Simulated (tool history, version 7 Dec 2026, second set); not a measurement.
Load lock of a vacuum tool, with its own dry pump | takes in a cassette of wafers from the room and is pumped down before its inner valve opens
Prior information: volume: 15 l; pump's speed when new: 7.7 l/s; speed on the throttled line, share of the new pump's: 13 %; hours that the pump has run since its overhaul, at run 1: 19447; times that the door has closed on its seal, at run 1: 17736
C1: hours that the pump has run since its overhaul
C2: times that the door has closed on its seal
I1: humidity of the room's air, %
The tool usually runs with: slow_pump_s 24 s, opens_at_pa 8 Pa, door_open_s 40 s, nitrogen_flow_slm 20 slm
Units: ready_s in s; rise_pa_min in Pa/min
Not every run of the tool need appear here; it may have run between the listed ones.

{"run": 1, "day": 0.0, "slow_pump_s": 24, "opens_at_pa": 8, "door_open_s": 40, "nitrogen_flow_slm": 20, "C1": 19447, "C2": 17736, "I1": 45, "ready_s": 38.9, "rise_pa_min": 0.035}
{"run": 2, "day": 17.308, "slow_pump_s": 24, "opens_at_pa": 8, "door_open_s": 40, "nitrogen_flow_slm": 20, "C1": 19863, "C2": 18217, "I1": 42.9, "ready_s": 39.2, "rise_pa_min": 0.026}
{"run": 3, "day": 28.579, "slow_pump_s": 24, "opens_at_pa": 8, "door_open_s": 40, "nitrogen_flow_slm": 31, "C1": 20133, "C2": 18530, "I1": 49.7, "ready_s": 39.1, "rise_pa_min": 0.029}
{"day": 30.229, "done": "dry pump taken out, an overhauled one fitted"}
{"run": 4, "day": 39.379, "slow_pump_s": 24, "opens_at_pa": 9, "door_open_s": 40, "nitrogen_flow_slm": 31, "C1": 220, "C2": 18824, "I1": 43.9, "ready_s": 38.8, "rise_pa_min": 0.028}
{"run": 5, "day": 50.312, "slow_pump_s": 24, "opens_at_pa": 9, "door_open_s": 46, "nitrogen_flow_slm": 31, "C1": 482, "C2": 19128, "I1": 49.1, "ready_s": 39.3, "rise_pa_min": 0.029}
{"run": 6, "day": 67.358, "slow_pump_s": 24, "opens_at_pa": 9, "door_open_s": 46, "nitrogen_flow_slm": 31, "C1": 891, "C2": 19602, "I1": 45.9, "ready_s": 38.7, "rise_pa_min": 0.029}
{"run": 7, "day": 84.875, "slow_pump_s": 24, "opens_at_pa": 9, "door_open_s": 46, "nitrogen_flow_slm": 31, "C1": 1312, "C2": 20089, "I1": 43.1, "ready_s": 39.5, "rise_pa_min": 0.024}
{"run": 8, "day": 100.521, "slow_pump_s": 24, "opens_at_pa": 7, "door_open_s": 40, "nitrogen_flow_slm": 20, "C1": 1687, "C2": 20524, "I1": 44.8, "ready_s": 39, "rise_pa_min": 0.025}
{"run": 9, "day": 109.425, "slow_pump_s": 24, "opens_at_pa": 7, "door_open_s": 176, "nitrogen_flow_slm": 20, "C1": 1901, "C2": 20771, "I1": 42.9, "ready_s": 39, "rise_pa_min": 0.064}
{"run": 10, "day": 125.408, "slow_pump_s": 18, "opens_at_pa": 15, "door_open_s": 36, "nitrogen_flow_slm": 40, "C1": 2284, "C2": 21216, "I1": 45.1, "ready_s": 32.5, "rise_pa_min": 0.022}
{"run": 11, "day": 136.35, "slow_pump_s": 13, "opens_at_pa": 8, "door_open_s": 37, "nitrogen_flow_slm": 32, "C1": 2547, "C2": 21520, "I1": 40.5, "ready_s": 30.6, "rise_pa_min": 0.019}
{"run": 12, "day": 145.342, "slow_pump_s": 13, "opens_at_pa": 16, "door_open_s": 38, "nitrogen_flow_slm": 32, "C1": 2763, "C2": 21770, "I1": 47.1, "ready_s": 28.2, "rise_pa_min": 0.025}
{"run": 13, "day": 154.167, "slow_pump_s": 24, "opens_at_pa": 9, "door_open_s": 40, "nitrogen_flow_slm": 23, "C1": 2974, "C2": 22015, "I1": 43.3, "ready_s": 39.2, "rise_pa_min": 0.025}
{"run": 14, "day": 172.879, "slow_pump_s": 15, "opens_at_pa": 8, "door_open_s": 33, "nitrogen_flow_slm": 5, "C1": 3424, "C2": 22536, "I1": 45.6, "ready_s": 32, "rise_pa_min": 0.043}

Expected results for the next run?
{"run": 15, "day": 191.6, "slow_pump_s": 15, "opens_at_pa": 8, "door_open_s": 33, "nitrogen_flow_slm": 5, "C1": 3873, "C2": 23056, "I1": 46.8, "ready_s": "?", "rise_pa_min": "?"}

ready_s: 31.2 s
rise_pa_min: 0.037 Pa/min
On a tool with no hidden condition, and with the same random variation, this run would have come out at ready_s 31.2 s, rise_pa_min 0.037 Pa/min.
